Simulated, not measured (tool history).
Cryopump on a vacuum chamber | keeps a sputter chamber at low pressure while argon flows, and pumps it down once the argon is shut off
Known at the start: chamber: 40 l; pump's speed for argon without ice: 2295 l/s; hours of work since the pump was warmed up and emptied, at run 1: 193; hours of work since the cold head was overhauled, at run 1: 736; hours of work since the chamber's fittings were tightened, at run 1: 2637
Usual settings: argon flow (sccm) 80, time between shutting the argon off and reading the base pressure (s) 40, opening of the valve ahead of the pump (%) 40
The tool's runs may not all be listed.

run,hour,argon flow (sccm),time between shutting the argon off and reading the base pressure (s),opening of the valve ahead of the pump (%),hours of work since the pump was warmed up and emptied,hours of work since the cold head was overhauled,hours of work since the chamber's fittings were tightened,pressure while argon flows (Pa),pressure after the wait (uPa)
1,0.0,80,40,40,193,736,2637,0.1549,1.16
2,21.7,80,40,40,205,748,2649,0.1555,1.23
3,51.4,80,130,40,220,763,2664,0.1579,0.74
4,85.3,80,130,40,238,781,2682,0.1576,0.70
5,108.6,80,130,40,250,793,2694,0.1590,0.75
6,134.7,80,130,40,264,807,2708,0.1587,0.78
7,167.1,80,130,40,281,824,2725,0.1603,0.77
8,186.3,80,40,40,291,834,2735,0.1607,1.27
9,223.0,80,40,40,310,853,2754,0.1625,1.30
10,257.7,80,23,40,329,871,2773,0.1630,1.84
11,296.6,80,40,55,349,892,2793,0.1240,1.33
12,324.6,80,131,55,364,907,2808,0.1251,0.79
13,345.8,74,40,40,375,918,2819,0.1540,1.33
14,378.7,74,40,40,392,935,2836,0.1537,1.31
15,401.0,74,40,40,404,947,2848,0.1547,1.38
16,428.8,80,40,40,418,961,2862,0.1682,1.35
17,462.9,80,40,15,436,979,2880,0.4175,1.37
18,487.5,145,29,40,449,992,2893,0.3081,1.65
19,514.9,89,29,40,464,1007,2908,0.1906,1.68
20,556.1,89,50,40,485,1028,2929,0.1905,1.24
21,597.1,109,26,40,507,1050,2951,0.2380,1.83
22,620.6,109,26,40,519,1062,2963,0.2399,1.87
# hour 645.6: pump warmed up, emptied and cooled again
23,666.3,109,26,40,11,1083,2985,0.2051,1.63
24,687.6,145,81,40,22,1095,2996,0.2711,0.85
25,726.1,38,40,29,42,1115,3016,0.0975,1.24
26,758.9,38,40,29,59,1132,3033,0.0986,1.25
27,778.7,80,31,40,70,1142,3044,0.1515,1.48
28,801.0,80,31,40,82,1154,3055,0.1533,1.46
29,827.0,67,171,40,95,1168,3069,0.1284,0.73
30,864.9,80,171,43,115,1188,3089,0.1435,0.64
31,890.8,47,45,43,129,1201,3102,0.0845,1.16
32,922.6,47,53,43,145,1218,3119,0.0850,1.11
33,958.1,47,53,43,164,1237,3138,0.0858,1.14

Hidden state or all else? Some run-to-run changes of pressure while argon flows (Pa), split into what the settings, what came in and random variation would give without the hidden state, and what is left for the hidden state (with any gauge scatter that isn't in both results):
The hidden state here: pump's speed, % of a pump's without ice; cold plate's temperature, K; leak into the chamber, uPa l/s; drift of the gauge itself on working_pa, %; drift of the gauge itself on base_upa, %.
Run 16 -> 17: opening of the valve ahead of the pump (%) 40 -> 15. pressure while argon flows (Pa) +0.2493: hidden state +0.0012, all else +0.2481.
Run 17 -> 18: argon flow (sccm) 80 -> 145, time between shutting the argon off and reading the base pressure (s) 40 -> 29, opening of the valve ahead of the pump (%) 15 -> 40. pressure while argon flows (Pa) -0.1094: hidden state +0.0193, all else -0.1287.
Run 18 -> 19: argon flow (sccm) 145 -> 89. pressure while argon flows (Pa) -0.1175: hidden state -0.0148, all else -0.1027.
Run 22 -> 23: pump warmed up, emptied and cooled again. pressure while argon flows (Pa) -0.0348: hidden state -0.0360, all else +0.0012.
Run 24 -> 25: argon flow (sccm) 145 -> 38, time between shutting the argon off and reading the base pressure (s) 81 -> 40, opening of the valve ahead of the pump (%) 40 -> 29. pressure while argon flows (Pa) -0.1736: hidden state -0.0027, all else -0.1709.
